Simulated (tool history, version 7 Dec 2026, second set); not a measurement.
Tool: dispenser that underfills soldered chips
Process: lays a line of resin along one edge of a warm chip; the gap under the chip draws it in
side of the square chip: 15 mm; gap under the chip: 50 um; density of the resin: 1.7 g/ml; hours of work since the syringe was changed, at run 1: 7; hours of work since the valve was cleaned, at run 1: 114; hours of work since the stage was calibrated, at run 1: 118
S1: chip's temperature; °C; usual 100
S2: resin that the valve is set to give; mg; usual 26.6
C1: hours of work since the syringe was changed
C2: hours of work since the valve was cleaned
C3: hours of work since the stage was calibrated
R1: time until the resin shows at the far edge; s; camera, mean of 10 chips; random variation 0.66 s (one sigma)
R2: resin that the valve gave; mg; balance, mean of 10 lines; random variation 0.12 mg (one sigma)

run 1 hour=0.0 | S1=100 S2=26.6 | C1=7 C2=114 C3=118 | R1=103.6 R2=24.28
-- hour=1.0 new syringe of resin
run 2 hour=6.1 | S1=100 S2=23.5 | C1=4 C2=118 C3=123 | R1=89.6 R2=21.37
-- hour=9.8 dispensing valve cleaned and set on the balance
-- hour=11.6 new syringe of resin
run 3 hour=12.0 | S1=100 S2=23.5 | C1=0 C2=1 C3=126 | R1=62.0 R2=23.55
run 4 hour=14.6 | S1=100 S2=26.6 | C1=2 C2=3 C3=128 | R1=72.4 R2=26.68
run 5 hour=20.8 | S1=100 S2=26.6 | C1=7 C2=8 C3=133 | R1=106.5 R2=26.55
-- hour=21.6 new syringe of resin
run 6 hour=26.6 | S1=100 S2=26.6 | C1=4 C2=13 C3=138 | R1=82.2 R2=26.42
-- hour=31.5 new syringe of resin
run 7 hour=32.4 | S1=100 S2=26.6 | C1=1 C2=17 C3=142 | R1=65.3 R2=26.29
run 8 hour=36.1 | S1=105 S2=26.6 | C1=4 C2=20 C3=145 | R1=65.1 R2=26.39
run 9 hour=40.3 | S1=105 S2=26.6 | C1=7 C2=23 C3=148 | R1=86.0 R2=26.38
-- hour=41.1 new syringe of resin
run 10 hour=45.0 | S1=90 S2=26.6 | C1=3 C2=26 C3=151 | R1=116.2 R2=26.16
run 11 hour=49.6 | S1=87 S2=26.6 | C1=7 C2=30 C3=155 | R1=178.7 R2=26.40
-- hour=50.7 new syringe of resin
run 12 hour=52.9 | S1=87 S2=26.6 | C1=2 C2=32 C3=157 | R1=119.7 R2=26.20
run 13 hour=58.2 | S1=115 S2=26.9 | C1=6 C2=36 C3=161 | R1=54.0 R2=26.24
-- hour=60.5 new syringe of resin
run 14 hour=62.3 | S1=115 S2=26.9 | C1=1 C2=39 C3=164 | R1=36.6 R2=26.25
run 15 hour=66.9 | S1=115 S2=26.9 | C1=5 C2=43 C3=168 | R1=50.5 R2=26.15
-- hour=70.0 new syringe of resin
run 16 hour=72.8 | S1=104 S2=29.9 | C1=2 C2=47 C3=172 | R1=62.6 R2=28.80
run 17 hour=77.1 | S1=104 S2=29.9 | C1=6 C2=51 C3=176 | R1=79.9 R2=28.72
-- hour=79.7 new syringe of resin
run 18 hour=80.3 | S1=106 S2=24.5 | C1=0 C2=53 C3=178 | R1=50.2 R2=23.55
run 19 hour=85.8 | S1=106 S2=24.5 | C1=5 C2=57 C3=182 | R1=70.2 R2=23.56
run 20 hour=88.8 | S1=101 S2=28.5 | C1=7 C2=60 C3=184 | R1=99.8 R2=27.38
-- hour=89.4 new syringe of resin
run 21 hour=92.7 | S1=90 S2=30.5 | C1=3 C2=62 C3=187 | R1=110.0 R2=29.26

5 ways to go on from here, each from the tool as it stands after run 21. What would each give?
run A hour=98.4 | S1=103 S2=33.4 | C1=7 C2=67 C3=192 | R1=? R2=?
run B hour=98.4 | S1=88 S2=23.4 | C1=7 C2=67 C3=192 | R1=? R2=?
run C hour=98.4 | S1=99 S2=33.6 | C1=7 C2=67 C3=192 | R1=? R2=?
run D hour=98.4 | S1=98 S2=28.6 | C1=7 C2=67 C3=192 | R1=? R2=?
run E hour=98.4 | S1=93 S2=26.6 | C1=7 C2=67 C3=192 | R1=? R2=?

run=A R1=92.7 R2=31.89
run=B R1=188.1 R2=22.21
run=C R1=107.4 R2=32.05
run=D R1=116.0 R2=27.30
run=E R1=144.4 R2=25.41
Without the tool's hidden state the same runs would have given:
run=A R1=50.8 R2=33.39
run=B R1=101.2 R2=23.25
run=C R1=58.7 R2=33.55
run=D R1=63.0 R2=28.58
run=E R1=78.4 R2=26.60

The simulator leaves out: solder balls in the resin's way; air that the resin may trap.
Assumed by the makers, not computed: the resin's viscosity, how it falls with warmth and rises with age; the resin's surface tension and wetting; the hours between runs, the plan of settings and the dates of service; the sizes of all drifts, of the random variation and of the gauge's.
